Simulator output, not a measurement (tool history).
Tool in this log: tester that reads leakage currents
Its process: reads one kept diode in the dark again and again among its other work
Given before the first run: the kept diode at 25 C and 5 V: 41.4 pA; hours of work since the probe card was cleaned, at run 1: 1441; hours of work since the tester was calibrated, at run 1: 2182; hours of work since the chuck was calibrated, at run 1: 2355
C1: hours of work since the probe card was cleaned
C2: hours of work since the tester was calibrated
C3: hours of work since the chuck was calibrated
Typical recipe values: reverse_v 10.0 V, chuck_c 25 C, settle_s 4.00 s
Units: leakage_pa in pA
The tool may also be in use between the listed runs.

run 1 hour=0.0 | reverse_v=10.0 chuck_c=25 settle_s=4.00 | C1=1441 C2=2182 C3=2355 | leakage_pa=60.05
run 2 hour=133.1 | reverse_v=10.0 chuck_c=25 settle_s=4.00 | C1=1533 C2=2274 C3=2447 | leakage_pa=60.56
-- hour=155.7 chuck's temperature calibrated
run 3 hour=239.7 | reverse_v=10.0 chuck_c=25 settle_s=4.00 | C1=1605 C2=2346 C3=58 | leakage_pa=64.25
-- hour=328.3 probe card cleaned and baked
run 4 hour=348.4 | reverse_v=10.0 chuck_c=24 settle_s=4.00 | C1=14 C2=2419 C3=131 | leakage_pa=47.98
run 5 hour=439.1 | reverse_v=10.0 chuck_c=24 settle_s=4.00 | C1=77 C2=2482 C3=194 | leakage_pa=48.13
-- hour=514.6 tester calibrated
run 6 hour=611.4 | reverse_v=10.0 chuck_c=24 settle_s=4.00 | C1=194 C2=67 C3=311 | leakage_pa=48.65
run 7 hour=768.1 | reverse_v=10.0 chuck_c=24 settle_s=4.00 | C1=302 C2=175 C3=420 | leakage_pa=49.37
run 8 hour=930.0 | reverse_v=10.0 chuck_c=25 settle_s=3.46 | C1=414 C2=287 C3=532 | leakage_pa=53.81
-- hour=977.5 tester calibrated, once more
run 9 hour=1100.1 | reverse_v=10.0 chuck_c=25 settle_s=3.46 | C1=530 C2=85 C3=648 | leakage_pa=55.99
run 10 hour=1221.0 | reverse_v=10.0 chuck_c=25 settle_s=3.46 | C1=614 C2=168 C3=731 | leakage_pa=56.36
run 11 hour=1334.6 | reverse_v=5.8 chuck_c=25 settle_s=4.00 | C1=692 C2=247 C3=810 | leakage_pa=46.51
run 12 hour=1463.5 | reverse_v=5.8 chuck_c=25 settle_s=4.00 | C1=782 C2=336 C3=899 | leakage_pa=46.92
run 13 hour=1582.1 | reverse_v=4.0 chuck_c=20 settle_s=0.30 | C1=863 C2=418 C3=981 | leakage_pa=32.62
run 14 hour=1662.3 | reverse_v=4.0 chuck_c=20 settle_s=0.30 | C1=919 C2=473 C3=1036 | leakage_pa=32.82
run 15 hour=1809.0 | reverse_v=3.5 chuck_c=20 settle_s=0.70 | C1=1020 C2=575 C3=1137 | leakage_pa=29.09
run 16 hour=1953.0 | reverse_v=3.5 chuck_c=20 settle_s=1.31 | C1=1120 C2=674 C3=1237 | leakage_pa=28.74
run 17 hour=2103.3 | reverse_v=18.6 chuck_c=33 settle_s=4.00 | C1=1224 C2=778 C3=1341 | leakage_pa=126.02
run 18 hour=2262.4 | reverse_v=1.6 chuck_c=22 settle_s=2.50 | C1=1333 C2=888 C3=1451 | leakage_pa=24.67
run 19 hour=2334.7 | reverse_v=1.6 chuck_c=38 settle_s=1.01 | C1=1383 C2=938 C3=1501 | leakage_pa=75.02
run 20 hour=2474.8 | reverse_v=8.7 chuck_c=46 settle_s=0.32 | C1=1480 C2=1034 C3=1597 | leakage_pa=222.53
run 21 hour=2551.7 | reverse_v=1.8 chuck_c=30 settle_s=0.53 | C1=1533 C2=1088 C3=1651 | leakage_pa=45.56
run 22 hour=2671.6 | reverse_v=1.5 chuck_c=31 settle_s=0.33 | C1=1616 C2=1170 C3=1733 | leakage_pa=46.13
-- hour=2745.2 probe card cleaned and baked
run 23 hour=2747.1 | reverse_v=2.4 chuck_c=29 settle_s=6.82 | C1=1 C2=1221 C3=1784 | leakage_pa=43.04
run 24 hour=2827.1 | reverse_v=2.4 chuck_c=29 settle_s=6.82 | C1=57 C2=1276 C3=1839 | leakage_pa=43.26

Forecast each of these 5 alternatives for the next run:
run A hour=2942.4 | reverse_v=6.8 chuck_c=29 settle_s=0.67 | C1=136 C2=1356 C3=1918 | leakage_pa=?
run B hour=2942.4 | reverse_v=2.6 chuck_c=25 settle_s=0.61 | C1=136 C2=1356 C3=1918 | leakage_pa=?
run C hour=2942.4 | reverse_v=4.4 chuck_c=26 settle_s=4.00 | C1=136 C2=1356 C3=1918 | leakage_pa=?
run D hour=2942.4 | reverse_v=15.3 chuck_c=29 settle_s=6.82 | C1=136 C2=1356 C3=1918 | leakage_pa=?
run E hour=2942.4 | reverse_v=4.9 chuck_c=29 settle_s=6.82 | C1=136 C2=1356 C3=1918 | leakage_pa=?

run=A leakage_pa=62.27
run=B leakage_pa=34.19
run=C leakage_pa=42.00
run=D leakage_pa=76.96
run=E leakage_pa=53.75
Stripped of hidden state, with their random variation kept, the same runs would have yielded:
run=A leakage_pa=64.04
run=B leakage_pa=35.33
run=C leakage_pa=43.28
run=D leakage_pa=78.48
run=E leakage_pa=55.45
